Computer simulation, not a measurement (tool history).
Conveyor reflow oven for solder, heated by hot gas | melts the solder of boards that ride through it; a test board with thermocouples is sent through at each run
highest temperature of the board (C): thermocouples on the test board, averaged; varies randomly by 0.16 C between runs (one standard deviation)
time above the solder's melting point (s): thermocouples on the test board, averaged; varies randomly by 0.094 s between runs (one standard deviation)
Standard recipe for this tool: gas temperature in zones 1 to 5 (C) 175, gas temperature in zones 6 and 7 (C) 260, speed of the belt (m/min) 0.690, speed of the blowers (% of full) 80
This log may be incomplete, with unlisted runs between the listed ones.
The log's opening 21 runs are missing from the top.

| run | day | gas temperature in zones 1 to 5 (C) | gas temperature in zones 6 and 7 (C) | speed of the belt (m/min) | speed of the blowers (% of full) | highest temperature of the board (C) | time above the solder's melting point (s) |
|---|---|---|---|---|---|---|---|
| 22 | 7.354 | 175 | 271 | 0.623 | 80 | 261.2 | 64.87 |
| 23 | 7.758 | 175 | 260 | 0.740 | 81 | 247.3 | 46.28 |
| 24 | 8.146 | 188 | 271 | 0.740 | 81 | 258.9 | 56.89 |
| 25 | 8.654 | 186 | 252 | 0.558 | 86 | 247.3 | 69.80 |
| 26 | 9.088 | 186 | 252 | 0.558 | 86 | 247.2 | 70.28 |
| 27 | 9.383 | 186 | 252 | 0.558 | 86 | 247.4 | 70.04 |
| 28 | 9.817 | 186 | 252 | 0.558 | 86 | 247.3 | 70.09 |
| 29 | 10.046 | 186 | 252 | 0.610 | 64 | 243.5 | 59.10 |
| 30 | 10.367 | 175 | 271 | 0.730 | 54 | 251.5 | 48.07 |

Consider 4 possible next runs. They are alternatives, not a sequence: every one starts from the tool as it was left by run 30. What does each give?
| A | 10.800 | 185 | 260 | 0.690 | 53 | ? | ? |
| B | 10.800 | 186 | 257 | 0.690 | 85 | ? | ? |
| C | 10.800 | 185 | 271 | 0.685 | 62 | ? | ? |
| D | 10.800 | 175 | 260 | 0.730 | 54 | ? | ? |

| run | highest temperature of the board (C) | time above the solder's melting point (s) |
|---|---|---|
| A | 245.8 | 51.20 |
| B | 248.6 | 55.45 |
| C | 257.0 | 59.25 |
| D | 242.3 | 41.47 |
Stripped of hidden state, with their random variation kept, the same runs would have yielded:
| run | highest temperature of the board (C) | time above the solder's melting point (s) |
|---|---|---|
| A | 245.8 | 51.22 |
| B | 248.6 | 55.47 |
| C | 257.0 | 59.26 |
| D | 242.3 | 41.50 |
